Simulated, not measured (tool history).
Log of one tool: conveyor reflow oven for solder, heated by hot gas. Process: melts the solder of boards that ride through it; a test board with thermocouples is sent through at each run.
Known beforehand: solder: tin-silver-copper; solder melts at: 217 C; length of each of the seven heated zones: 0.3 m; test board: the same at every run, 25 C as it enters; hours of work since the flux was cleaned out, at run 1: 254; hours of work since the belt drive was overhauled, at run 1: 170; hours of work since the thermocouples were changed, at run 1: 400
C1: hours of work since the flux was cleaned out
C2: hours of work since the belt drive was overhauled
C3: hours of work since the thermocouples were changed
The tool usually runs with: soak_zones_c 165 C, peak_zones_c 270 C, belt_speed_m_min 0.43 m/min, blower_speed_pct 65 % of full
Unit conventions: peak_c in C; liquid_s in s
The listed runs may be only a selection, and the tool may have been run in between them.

run 1 hour=0 | soak_zones_c=165 peak_zones_c=270 belt_speed_m_min=0.43 blower_speed_pct=65 | C1=254 C2=170 C3=400 | peak_c=253.4 liquid_s=60.8
run 2 hour=79.9 | soak_zones_c=173 peak_zones_c=270 belt_speed_m_min=0.43 blower_speed_pct=65 | C1=299 C2=215 C3=445 | peak_c=254.3 liquid_s=64.7
run 3 hour=126.1 | soak_zones_c=173 peak_zones_c=270 belt_speed_m_min=0.349 blower_speed_pct=65 | C1=326 C2=241 C3=471 | peak_c=260 liquid_s=85.4
run 4 hour=199.5 | soak_zones_c=173 peak_zones_c=270 belt_speed_m_min=0.349 blower_speed_pct=65 | C1=367 C2=283 C3=513 | peak_c=259.8 liquid_s=85.7
-- hour=218.6 flux residue cleaned out of gas plates and filters
run 5 hour=295.3 | soak_zones_c=173 peak_zones_c=270 belt_speed_m_min=0.349 blower_speed_pct=65 | C1=44 C2=335 C3=565 | peak_c=260.9 liquid_s=86.8
run 6 hour=334.9 | soak_zones_c=173 peak_zones_c=270 belt_speed_m_min=0.349 blower_speed_pct=65 | C1=66 C2=357 C3=588 | peak_c=261.2 liquid_s=87.3
run 7 hour=399.6 | soak_zones_c=165 peak_zones_c=270 belt_speed_m_min=0.43 blower_speed_pct=65 | C1=103 C2=394 C3=624 | peak_c=254.3 liquid_s=61.9
run 8 hour=485 | soak_zones_c=165 peak_zones_c=270 belt_speed_m_min=0.43 blower_speed_pct=65 | C1=152 C2=443 C3=673 | peak_c=253.4 liquid_s=61.6
run 9 hour=546.7 | soak_zones_c=165 peak_zones_c=270 belt_speed_m_min=0.43 blower_speed_pct=65 | C1=187 C2=478 C3=708 | peak_c=253.7 liquid_s=61.3
-- hour=565.2 thermocouples of zones 6 and 7 changed
run 10 hour=625.9 | soak_zones_c=165 peak_zones_c=267 belt_speed_m_min=0.43 blower_speed_pct=65 | C1=231 C2=522 C3=35 | peak_c=251.7 liquid_s=59.7
run 11 hour=667.1 | soak_zones_c=165 peak_zones_c=267 belt_speed_m_min=0.43 blower_speed_pct=65 | C1=254 C2=546 C3=58 | peak_c=251.8 liquid_s=60
run 12 hour=723.6 | soak_zones_c=165 peak_zones_c=267 belt_speed_m_min=0.43 blower_speed_pct=65 | C1=286 C2=578 C3=90 | peak_c=251.8 liquid_s=59.6
run 13 hour=791.1 | soak_zones_c=161 peak_zones_c=267 belt_speed_m_min=0.43 blower_speed_pct=65 | C1=325 C2=616 C3=129 | peak_c=250.4 liquid_s=58
-- hour=880.1 flux residue cleaned out of gas plates and filters
run 14 hour=880.1 | soak_zones_c=161 peak_zones_c=267 belt_speed_m_min=0.43 blower_speed_pct=65 | C1=0 C2=664 C3=177 | peak_c=252.6 liquid_s=59.7
run 15 hour=924.4 | soak_zones_c=161 peak_zones_c=267 belt_speed_m_min=0.43 blower_speed_pct=65 | C1=25 C2=689 C3=202 | peak_c=252.7 liquid_s=59.6
run 16 hour=1013.7 | soak_zones_c=159 peak_zones_c=270 belt_speed_m_min=0.43 blower_speed_pct=65 | C1=76 C2=740 C3=253 | peak_c=254.8 liquid_s=60.4
run 17 hour=1056.7 | soak_zones_c=159 peak_zones_c=270 belt_speed_m_min=0.43 blower_speed_pct=65 | C1=101 C2=765 C3=277 | peak_c=254.1 liquid_s=60.1
run 18 hour=1104.6 | soak_zones_c=177 peak_zones_c=270 belt_speed_m_min=0.43 blower_speed_pct=55 | C1=128 C2=792 C3=304 | peak_c=254.4 liquid_s=65.5
run 19 hour=1150.3 | soak_zones_c=162 peak_zones_c=282 belt_speed_m_min=0.413 blower_speed_pct=66 | C1=154 C2=818 C3=330 | peak_c=266.7 liquid_s=72.7
run 20 hour=1194 | soak_zones_c=166 peak_zones_c=276 belt_speed_m_min=0.413 blower_speed_pct=66 | C1=179 C2=843 C3=355 | peak_c=262 liquid_s=70.3
run 21 hour=1268.1 | soak_zones_c=177 peak_zones_c=270 belt_speed_m_min=0.468 blower_speed_pct=65 | C1=221 C2=885 C3=398 | peak_c=254 liquid_s=59.8
run 22 hour=1328.7 | soak_zones_c=158 peak_zones_c=270 belt_speed_m_min=0.43 blower_speed_pct=65 | C1=255 C2=920 C3=432 | peak_c=252.8 liquid_s=58.7
run 23 hour=1390.5 | soak_zones_c=158 peak_zones_c=270 belt_speed_m_min=0.43 blower_speed_pct=65 | C1=291 C2=955 C3=467 | peak_c=252.3 liquid_s=58.2
run 24 hour=1479 | soak_zones_c=158 peak_zones_c=270 belt_speed_m_min=0.43 blower_speed_pct=65 | C1=341 C2=1005 C3=518 | peak_c=252 liquid_s=58
-- hour=1540.6 flux residue cleaned out of gas plates and filters
run 25 hour=1545 | soak_zones_c=165 peak_zones_c=283 belt_speed_m_min=0.43 blower_speed_pct=64 | C1=2 C2=1040 C3=552 | peak_c=266.6 liquid_s=71

Selected run-to-run steps in peak_c, each split into two signed amounts: the part the tool would show with no hidden state at all (from settings, incoming material and random variation), and the remainder, which goes to the hidden state together with any gauge scatter not common to the measured and the hidden-state-free results:
The tool's hidden condition here consists of: heat that the gas passes to the board, % of a clean oven's; belt's true speed, % of the reading; true gas temperature in zones 6 and 7 over the reading, C; drift of the gauge itself on peak_c, C; drift of the gauge itself on liquid_s, %.
Run 13 -> 14: flux residue cleaned out of gas plates and filters. peak_c +2.2 C: hidden state +2, all else +0.2.
Run 18 -> 19: soak_zones_c 177 -> 162, peak_zones_c 270 -> 282, belt_speed_m_min 0.43 -> 0.413, blower_speed_pct 55 -> 66. peak_c +12.3 C: hidden state -0.4, all else +12.7.
Run 24 -> 25: soak_zones_c 158 -> 165, peak_zones_c 270 -> 283, blower_speed_pct 65 -> 64, flux residue cleaned out of gas plates and filters. peak_c +14.6 C: hidden state +2.2, all else +12.4.
